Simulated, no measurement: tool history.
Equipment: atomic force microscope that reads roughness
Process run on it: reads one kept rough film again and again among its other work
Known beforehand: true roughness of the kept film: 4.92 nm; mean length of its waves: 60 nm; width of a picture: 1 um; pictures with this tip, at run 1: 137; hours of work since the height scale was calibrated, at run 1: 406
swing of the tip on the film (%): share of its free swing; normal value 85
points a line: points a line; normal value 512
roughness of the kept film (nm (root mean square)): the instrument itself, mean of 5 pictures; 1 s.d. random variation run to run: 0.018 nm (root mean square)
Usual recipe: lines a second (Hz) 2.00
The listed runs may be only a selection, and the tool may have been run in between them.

run	day	lines a second (Hz)	swing of the tip on the film (%)	points a line	pictures with this tip	hours of work since the height scale was calibrated	roughness of the kept film (nm (root mean square))
1	0.000	2.00	85	512	137	406	4.200
2	1.225	2.00	85	946	197	424	4.186
# day 1.388: new tip fitted
3	2.304	2.00	85	946	45	439	4.276
4	3.075	2.00	85	598	83	450	4.224
5	4.204	2.00	85	598	139	466	4.188
6	4.829	2.00	85	512	169	475	4.160
# day 5.592: new tip fitted
7	5.983	2.00	65	407	19	491	4.556
8	6.742	2.00	66	689	57	502	4.521
9	7.504	2.00	69	512	94	513	4.437
10	8.854	3.45	65	817	161	532	4.321
# day 9.754: new tip fitted
11	10.196	1.42	56	746	22	551	4.628
12	11.350	1.42	56	746	78	567	4.574

Here are 3 independent what-if runs from the current tool condition. What would each one return?
A	12.388	1.35	85	512	129	582	?
B	12.388	1.42	85	512	129	582	?
C	12.388	1.68	77	812	129	582	?

run	roughness of the kept film (nm (root mean square))
A	4.311
B	4.309
C	4.357
Without the tool's hidden state the same runs would have given:
run	roughness of the kept film (nm (root mean square))
A	4.466
B	4.465
C	4.513

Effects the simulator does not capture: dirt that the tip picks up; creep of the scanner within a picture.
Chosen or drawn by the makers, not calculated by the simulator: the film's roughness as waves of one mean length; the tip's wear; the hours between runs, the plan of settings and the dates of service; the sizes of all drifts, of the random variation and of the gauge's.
